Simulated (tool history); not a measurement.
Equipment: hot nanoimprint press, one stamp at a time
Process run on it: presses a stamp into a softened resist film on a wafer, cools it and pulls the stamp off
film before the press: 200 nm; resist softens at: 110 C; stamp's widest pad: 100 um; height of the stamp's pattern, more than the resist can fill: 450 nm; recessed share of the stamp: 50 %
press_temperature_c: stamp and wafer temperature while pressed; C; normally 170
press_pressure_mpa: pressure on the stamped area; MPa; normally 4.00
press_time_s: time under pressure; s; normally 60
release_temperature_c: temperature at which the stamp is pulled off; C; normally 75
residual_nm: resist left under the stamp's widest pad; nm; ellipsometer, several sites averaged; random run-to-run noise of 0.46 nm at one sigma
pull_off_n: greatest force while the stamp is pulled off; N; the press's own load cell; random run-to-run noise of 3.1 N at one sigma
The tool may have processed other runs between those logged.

run,hour,press_temperature_c,press_pressure_mpa,press_time_s,release_temperature_c,residual_nm,pull_off_n
1,0.0,170,4.00,60,75,95.5,202
2,19.9,170,4.00,60,75,94.8,204
3,45.6,170,4.00,60,75,94.5,205
4,63.9,170,4.00,60,75,95.2,207
5,90.2,170,4.00,60,75,93.6,205
6,105.5,170,4.00,60,75,93.7,200
7,123.1,170,4.00,60,75,94.1,202
8,140.9,170,5.88,60,75,78.3,209
9,159.2,182,5.88,60,75,39.2,205
10,185.3,182,5.88,60,75,39.2,205
11,203.8,182,5.88,60,75,37.9,206
12,215.3,182,5.88,60,75,38.4,209
13,227.3,170,4.00,104,75,76.5,208
14,243.4,170,4.00,104,75,76.3,209
15,261.7,170,4.00,104,75,76.8,205
16,286.8,170,4.00,104,75,76.6,213
# hour 306.2: stamp cleaned and given a new release coat
17,318.3,170,4.00,104,75,76.1,208
18,340.4,170,2.47,54,75,119.9,208
19,351.7,170,2.47,54,75,119.2,207
20,366.7,162,3.74,54,75,144.7,205
21,389.0,178,2.61,60,79,74.0,204
22,411.1,164,5.59,60,75,110.0,206
# hour 421.2: gauge calibrated
23,431.1,163,5.59,48,61,128.0,225
24,453.6,181,4.00,83,63,45.4,219
25,476.6,160,4.00,43,75,163.2,204
26,488.9,167,4.00,56,75,113.0,207

What does the tool deliver on the next run?
# hour 501.2: plate thermocouple calibrated
27,516.6,167,4.00,56,75,?,?

Run 27 came out at residual_nm 113.6 nm, pull_off_n 203 N.
Take away the tool's hidden state, keep the run-to-run variation as it was, and the same run would have given residual_nm 114.3 nm, pull_off_n 202 N.
